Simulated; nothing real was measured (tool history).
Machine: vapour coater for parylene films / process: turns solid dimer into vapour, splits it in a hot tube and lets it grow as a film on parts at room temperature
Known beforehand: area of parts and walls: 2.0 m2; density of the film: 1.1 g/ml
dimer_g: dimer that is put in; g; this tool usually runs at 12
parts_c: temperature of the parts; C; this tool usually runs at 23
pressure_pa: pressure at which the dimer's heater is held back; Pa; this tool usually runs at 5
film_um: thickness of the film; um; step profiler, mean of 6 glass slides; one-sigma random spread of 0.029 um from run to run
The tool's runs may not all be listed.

run     day  dimer_g  parts_c  pressure_pa  film_um
  1       0       12       23            5     2.45
  2   1.942       12       23            5      2.5
  3   3.838       12       23            5     2.38
  4   4.733       12       23            5     2.41
  5   6.308       12       16            5     3.12
  6   7.896       12       16            5      3.1
  7   9.829       12       16          8.3     2.71
  8  11.592       12       23            5     2.65
  9  13.383       12       23            5     2.59
 10  15.046       12       23         5.77     2.49
 11  16.262       12       23         5.77     2.52
 12  17.908       12       23         5.77      2.4
 13  19.371       12       23            5     2.51
 14  20.321       12       23            5      2.5
 15  22.412       12       23            5     2.44
 16  24.204       12       23            5     2.45
 17  25.317       12       23            5     2.31
 18  26.638       12       23            5     2.23
 19  27.871       22       23            5     4.01
 20  29.571       18       33         2.08     3.17
 21  31.629       15       34         4.66     2.08
 22  32.671       15       34         4.66     2.03
 23  34.033       12       23         5.35     2.45
 24  35.992        6       23         5.35      1.2
 25  37.933        6       29          6.4     0.89
 26  39.508       12       23         2.64      2.7
 27  41.346        6       20        11.92     1.05
 28  42.879       18       26         8.21     2.72
 29  44.283       18       29         2.73     3.08
 30  45.788        6       29          7.5     0.79
 31  47.688        6       29          7.5     0.84
 32  49.554       12       19         8.42     2.68
 33  50.892       12       24            5     2.42
 34  52.592       12       24            5     2.41
 35  54.621       12       24            5     2.36
 36  56.029        8       23         3.75     1.75

Between the runs listed above, the log contained 4 entries, not reproduced here. Where in the sequence does each belong, and how does what the log doesn't record of the tool's condition differ from the listed run before to the listed run after?
After run 7, before run 8: trap's valve overhauled (day 10.342)
  vapour lost through the trap's worn valve, %: 15.1 -> 1.4; true temperature of the parts over the reading, C: -1.22 -> -1.24
  what was measured, less what the result would be without the hidden state, film_um: -0.33 -> +0.09 um
After run 16, before run 17: table's thermometer calibrated (day 24.988)
  vapour lost through the trap's worn valve, %: 11.3 -> 12.2; true temperature of the parts over the reading, C: -1.42 -> -0.12
  what was measured, less what the result would be without the hidden state, film_um: -0.16 -> -0.3 um
After run 19, before run 20: trap's valve overhauled (day 29.167)
  vapour lost through the trap's worn valve, %: 14.3 -> 0.8; true temperature of the parts over the reading, C: -0.16 -> -0.18
  what was measured, less what the result would be without the hidden state, film_um: -0.65 -> +0 um
After run 31, before run 32: trap's valve overhauled (day 47.983)
  vapour lost through the trap's worn valve, %: 15.2 -> 1.5; true temperature of the parts over the reading, C: -0.44 -> -0.47
  what was measured, less what the result would be without the hidden state, film_um: -0.13 -> +0.01 um
